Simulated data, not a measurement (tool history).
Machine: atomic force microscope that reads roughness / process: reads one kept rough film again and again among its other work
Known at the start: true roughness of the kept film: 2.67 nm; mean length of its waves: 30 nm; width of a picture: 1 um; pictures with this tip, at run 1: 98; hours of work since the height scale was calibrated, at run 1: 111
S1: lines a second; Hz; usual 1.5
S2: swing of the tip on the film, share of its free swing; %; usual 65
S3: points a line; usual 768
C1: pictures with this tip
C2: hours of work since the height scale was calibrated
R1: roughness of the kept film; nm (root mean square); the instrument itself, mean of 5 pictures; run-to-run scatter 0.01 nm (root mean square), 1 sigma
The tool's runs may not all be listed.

run,hour,S1,S2,S3,C1,C2,R1
1,0,1.5,65,768,98,111,2.172
2,8.3,1.5,56,768,108,117,2.179
3,13.2,1.5,56,768,115,120,2.174
4,18.3,2.58,56,768,121,124,2.124
5,23.6,2.58,56,768,128,128,2.126
6,29.2,1.82,63,927,135,132,2.095
7,34.6,1.64,82,860,142,136,1.934
8,43.5,1.12,68,967,154,143,2.084
9,53.5,1.12,57,967,166,150,2.113
10,63,1.12,57,967,179,157,2.082

Predict each of these 3 candidate next runs independently; none follows another, all start after run 10:
A,70.6,1.12,66,967,188,162,?
B,70.6,3.84,65,824,188,162,?
C,70.6,2.4,60,967,188,162,?

run,R1
A,2.029
B,1.896
C,2.013
Had the tool no hidden state, the same runs would have come out as:
run,R1
A,2.359
B,2.204
C,2.339

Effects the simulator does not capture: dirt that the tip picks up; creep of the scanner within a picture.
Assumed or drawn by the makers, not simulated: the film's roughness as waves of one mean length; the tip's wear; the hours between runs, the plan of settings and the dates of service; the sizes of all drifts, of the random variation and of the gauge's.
